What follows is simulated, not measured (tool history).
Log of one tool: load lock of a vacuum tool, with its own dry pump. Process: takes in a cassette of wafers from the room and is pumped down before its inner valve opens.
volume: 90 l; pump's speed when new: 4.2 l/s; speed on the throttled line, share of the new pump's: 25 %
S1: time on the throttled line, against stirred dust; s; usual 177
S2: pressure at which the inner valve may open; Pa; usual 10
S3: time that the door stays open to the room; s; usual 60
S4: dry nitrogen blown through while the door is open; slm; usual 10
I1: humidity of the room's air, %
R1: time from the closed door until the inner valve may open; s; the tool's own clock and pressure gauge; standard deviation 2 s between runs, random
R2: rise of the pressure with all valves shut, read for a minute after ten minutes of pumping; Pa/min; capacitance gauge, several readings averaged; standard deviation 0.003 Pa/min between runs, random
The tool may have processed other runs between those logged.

Run 1, hour 0: usual settings; I1 43. Result: R1 371.3 s, R2 0.399 Pa/min.
Run 2, hour 514.6: usual settings; I1 46. Result: R1 373.1 s, R2 0.431 Pa/min.
Run 3, hour 1038.2: usual settings but S1 116 s; I1 46.8. Result: R1 340.6 s, R2 0.463 Pa/min.
At hour 1106: door's seal changed, seat wiped.
At hour 1682.7: dry pump taken out, an overhauled one fitted.
Run 4, hour 1682.7: usual settings but S1 116 s; I1 47.1. Result: R1 284.2 s, R2 0.047 Pa/min.
Run 5, hour 2054.4: usual settings but S1 103 s; I1 45.9. Result: R1 277.3 s, R2 0.053 Pa/min.
Run 6, hour 2403.1: usual settings but S1 103 s; I1 48.1. Result: R1 278.5 s, R2 0.053 Pa/min.
Run 7, hour 2939.6: usual settings but S1 103 s, S3 64 s; I1 45.9. Result: R1 282 s, R2 0.061 Pa/min.
Run 8, hour 3319.7: usual settings but S1 241 s, S2 14 Pa; I1 44.8. Result: R1 377.9 s, R2 0.062 Pa/min.
Run 9, hour 3701: usual settings but S1 241 s, S2 14 Pa, S3 171 s; I1 43.9. Result: R1 380.8 s, R2 0.094 Pa/min.
Run 10, hour 4313.9: usual settings but S1 241 s, S2 14 Pa, S3 171 s; I1 48.9. Result: R1 381.3 s, R2 0.118 Pa/min.
Run 11, hour 4764.5: usual settings but S1 241 s, S2 14 Pa, S3 171 s; I1 45.8. Result: R1 387.1 s, R2 0.117 Pa/min.
Run 12, hour 5228.2: usual settings but S1 241 s, S2 14 Pa, S3 171 s, S4 6 slm; I1 44.3. Result: R1 383.4 s, R2 0.13 Pa/min.

The next listed run, before its measurement:
Run 13, hour 5866.5: usual settings but S1 162 s, S2 14 Pa, S3 171 s, S4 31 slm; I1 44.9. Result: R1 ?, R2 ?.

Run 13 produced R1 330.5 s, R2 0.128 Pa/min.
On a tool with no hidden condition, and with the same random variation, this run would have come out at R1 311.8 s, R2 0.041 Pa/min.
